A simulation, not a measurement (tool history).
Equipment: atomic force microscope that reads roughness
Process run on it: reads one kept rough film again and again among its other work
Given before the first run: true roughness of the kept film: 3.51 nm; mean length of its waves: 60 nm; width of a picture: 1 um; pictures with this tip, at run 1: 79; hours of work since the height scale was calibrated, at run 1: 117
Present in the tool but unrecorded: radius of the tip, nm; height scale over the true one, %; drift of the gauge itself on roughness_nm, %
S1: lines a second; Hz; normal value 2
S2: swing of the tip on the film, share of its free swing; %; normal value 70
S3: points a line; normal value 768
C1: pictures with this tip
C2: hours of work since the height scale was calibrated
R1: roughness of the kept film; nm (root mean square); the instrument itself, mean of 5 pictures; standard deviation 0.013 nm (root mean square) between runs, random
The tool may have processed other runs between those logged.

run,day,S1,S2,S3,C1,C2,R1
1,0,2,70,768,79,117,3.22
2,0.233,2,70,768,88,120,3.199
3,0.667,2,80,768,106,126,3.056
4,0.996,2,80,768,120,131,3.068
5,1.433,2,70,768,138,138,3.184
6,1.738,2,70,768,151,142,3.197
7,1.996,2,70,374,162,146,3.188
8,2.488,2,70,374,182,153,3.195
9,2.758,2,70,768,194,157,3.198
10,3.121,2.88,64,768,209,162,3.209
11,3.425,2.88,64,768,222,167,3.18
12,3.704,0.86,87,288,233,171,3.172
13,3.979,0.86,87,288,245,175,3.184
14,4.433,0.86,64,288,264,182,3.36
15,4.675,2,75,295,274,185,3.106
16,5.075,2,75,295,290,191,3.129
17,5.35,2,62,295,302,195,3.283

Here are 5 independent what-if runs from the current tool condition. What would each one return?
A,5.821,3.52,61,295,322,202,?
B,5.821,0.71,63,474,322,202,?
C,5.821,0.87,70,679,322,202,?
D,5.821,2,70,371,322,202,?
E,5.821,2,72,768,322,202,?

run,R1
A,3.188
B,3.358
C,3.309
D,3.19
E,3.163
Without the tool's hidden state the same runs would have given:
run,R1
A,3.198
B,3.368
C,3.32
D,3.2
E,3.173
